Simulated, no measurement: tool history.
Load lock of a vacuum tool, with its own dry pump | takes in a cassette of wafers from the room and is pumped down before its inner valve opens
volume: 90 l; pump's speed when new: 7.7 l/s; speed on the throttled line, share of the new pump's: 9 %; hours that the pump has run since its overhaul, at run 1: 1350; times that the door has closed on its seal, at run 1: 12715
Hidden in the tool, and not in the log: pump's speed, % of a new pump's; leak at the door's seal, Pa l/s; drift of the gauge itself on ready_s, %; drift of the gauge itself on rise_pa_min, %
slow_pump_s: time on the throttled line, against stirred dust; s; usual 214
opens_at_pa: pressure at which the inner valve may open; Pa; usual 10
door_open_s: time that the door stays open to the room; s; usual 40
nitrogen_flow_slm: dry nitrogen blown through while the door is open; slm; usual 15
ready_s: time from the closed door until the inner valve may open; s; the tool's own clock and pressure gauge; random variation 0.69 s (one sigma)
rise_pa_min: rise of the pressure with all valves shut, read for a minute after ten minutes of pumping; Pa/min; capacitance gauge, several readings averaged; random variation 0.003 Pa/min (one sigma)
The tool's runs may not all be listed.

| run | hour | slow_pump_s | opens_at_pa | door_open_s | nitrogen_flow_slm | hours that the pump has run since its overhaul | times that the door has closed on its seal | incoming humidity of the room's air, % | ready_s | rise_pa_min |
|---|---|---|---|---|---|---|---|---|---|---|
| 1 | 0 | 214 | 10 | 40 | 15 | 1350 | 12715 | 47.7 | 306.3 | 0.084 |
| 2 | 111.2 | 214 | 10 | 40 | 15 | 1461 | 13057 | 42.1 | 305.3 | 0.085 |
| 3 | 227 | 214 | 10 | 40 | 15 | 1577 | 13413 | 45.5 | 307.1 | 0.089 |
| 4 | 336.2 | 214 | 10 | 40 | 15 | 1686 | 13749 | 42 | 305.2 | 0.087 |
| 5 | 407.5 | 214 | 10 | 40 | 15 | 1757 | 13968 | 45.4 | 305.1 | 0.089 |
| 6 | 533.8 | 214 | 10 | 40 | 15 | 1884 | 14357 | 44.7 | 305.8 | 0.094 |
| 7 | 640.7 | 214 | 10 | 40 | 15 | 1991 | 14685 | 44.9 | 306.7 | 0.095 |
| 8 | 715.7 | 214 | 10 | 55 | 15 | 2066 | 14916 | 46.4 | 305.7 | 0.099 |
| 9 | 810.1 | 214 | 13 | 150 | 15 | 2160 | 15207 | 48 | 302.9 | 0.122 |
| 10 | 931.8 | 372 | 10 | 40 | 6 | 2282 | 15581 | 42.8 | 450.1 | 0.106 |

Forecast run 11:
| 11 | 1010.1 | 372 | 10 | 40 | 6 | 2360 | 15821 | 43.2 | ? | ? |

ready_s: 450.1 s
rise_pa_min: 0.107 Pa/min
Without the tool's hidden state the same run would have given ready_s 447.8 s, rise_pa_min 0.015 Pa/min.

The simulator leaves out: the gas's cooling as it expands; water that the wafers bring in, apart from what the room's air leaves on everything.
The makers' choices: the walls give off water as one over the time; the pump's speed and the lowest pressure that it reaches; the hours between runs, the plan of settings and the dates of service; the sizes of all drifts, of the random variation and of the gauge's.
